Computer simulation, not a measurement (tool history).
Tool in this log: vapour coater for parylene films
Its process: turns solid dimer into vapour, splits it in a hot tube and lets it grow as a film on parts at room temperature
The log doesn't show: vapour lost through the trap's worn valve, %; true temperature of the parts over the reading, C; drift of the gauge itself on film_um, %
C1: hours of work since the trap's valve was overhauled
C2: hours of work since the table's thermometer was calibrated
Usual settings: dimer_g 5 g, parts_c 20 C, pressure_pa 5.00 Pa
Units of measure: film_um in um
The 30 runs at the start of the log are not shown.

run 31 hour=999.5 | dimer_g=3 parts_c=25 pressure_pa=9.95 | C1=203 C2=177 | film_um=0.69
run 32 hour=1034.6 | dimer_g=3 parts_c=13 pressure_pa=3.97 | C1=220 C2=193 | film_um=1.38
run 33 hour=1083.4 | dimer_g=3 parts_c=13 pressure_pa=3.97 | C1=243 C2=217 | film_um=1.36
run 34 hour=1119.7 | dimer_g=5 parts_c=13 pressure_pa=5.00 | C1=261 C2=234 | film_um=2.21
run 35 hour=1162.2 | dimer_g=3 parts_c=25 pressure_pa=4.02 | C1=281 C2=254 | film_um=0.78
run 36 hour=1199.3 | dimer_g=3 parts_c=23 pressure_pa=3.32 | C1=299 C2=272 | film_um=0.86
run 37 hour=1226.3 | dimer_g=2 parts_c=27 pressure_pa=11.10 | C1=312 C2=285 | film_um=0.44
run 38 hour=1264.3 | dimer_g=5 parts_c=26 pressure_pa=5.00 | C1=330 C2=303 | film_um=1.17
run 39 hour=1286.5 | dimer_g=5 parts_c=26 pressure_pa=5.00 | C1=340 C2=313 | film_um=1.16
run 40 hour=1327.2 | dimer_g=5 parts_c=26 pressure_pa=5.00 | C1=360 C2=333 | film_um=1.16

Below are 4 alternative next runs, each starting from the tool's condition after run 40. Predict each:
run A hour=1355.2 | dimer_g=7 parts_c=28 pressure_pa=6.85 | C1=373 C2=346 | film_um=?
run B hour=1355.2 | dimer_g=8 parts_c=31 pressure_pa=2.73 | C1=373 C2=346 | film_um=?
run C hour=1355.2 | dimer_g=2 parts_c=20 pressure_pa=5.00 | C1=373 C2=346 | film_um=?
run D hour=1355.2 | dimer_g=5 parts_c=26 pressure_pa=7.71 | C1=373 C2=346 | film_um=?

run=A film_um=1.47
run=B film_um=1.58
run=C film_um=0.62
run=D film_um=1.14
With the hidden condition removed and each run's random variation left untouched, the same runs would have given:
run=A film_um=1.64
run=B film_um=1.76
run=C film_um=0.69
run=D film_um=1.27
